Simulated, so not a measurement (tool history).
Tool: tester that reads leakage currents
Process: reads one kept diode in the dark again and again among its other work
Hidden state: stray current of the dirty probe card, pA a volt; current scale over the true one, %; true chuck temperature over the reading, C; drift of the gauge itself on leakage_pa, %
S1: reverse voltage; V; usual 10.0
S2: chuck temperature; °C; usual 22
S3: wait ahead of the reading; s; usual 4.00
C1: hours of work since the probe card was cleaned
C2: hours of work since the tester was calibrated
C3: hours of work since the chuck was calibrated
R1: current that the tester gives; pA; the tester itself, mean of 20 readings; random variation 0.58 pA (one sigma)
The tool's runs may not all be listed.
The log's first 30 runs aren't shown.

run 31 day=92.679 | S1=1.3 S2=21 S3=4.00 | C1=1870 C2=972 C3=1210 | R1=57.08
-- day=94.762 chuck's temperature calibrated
run 32 day=95.512 | S1=1.3 S2=21 S3=4.00 | C1=1920 C2=1022 C3=14 | R1=54.07
run 33 day=98.867 | S1=1.5 S2=42 S3=4.00 | C1=1982 C2=1084 C3=75 | R1=371.24
run 34 day=102.233 | S1=1.5 S2=45 S3=0.87 | C1=2043 C2=1146 C3=137 | R1=473.56
run 35 day=105.012 | S1=19.4 S2=22 S3=3.76 | C1=2094 C2=1197 C3=188 | R1=287.92
run 36 day=108.112 | S1=19.4 S2=22 S3=3.76 | C1=2151 C2=1253 C3=245 | R1=289.34
run 37 day=111.771 | S1=7.6 S2=38 S3=3.76 | C1=2219 C2=1321 C3=312 | R1=682.29
run 38 day=114.550 | S1=6.1 S2=28 S3=2.86 | C1=2269 C2=1372 C3=363 | R1=254.87

3 ways to go on from here, each from the tool as it stands after run 38. What would each give?
run A day=117.275 | S1=13.6 S2=24 S3=4.00 | C1=2320 C2=1422 C3=413 | R1=?
run B day=117.275 | S1=3.2 S2=22 S3=4.00 | C1=2320 C2=1422 C3=413 | R1=?
run C day=117.275 | S1=10.0 S2=33 S3=7.57 | C1=2320 C2=1422 C3=413 | R1=?

run=A R1=284.76
run=B R1=102.20
run=C R1=525.82
Without the tool's hidden state the same runs would have given:
run=A R1=279.68
run=B R1=100.90
run=C R1=522.06
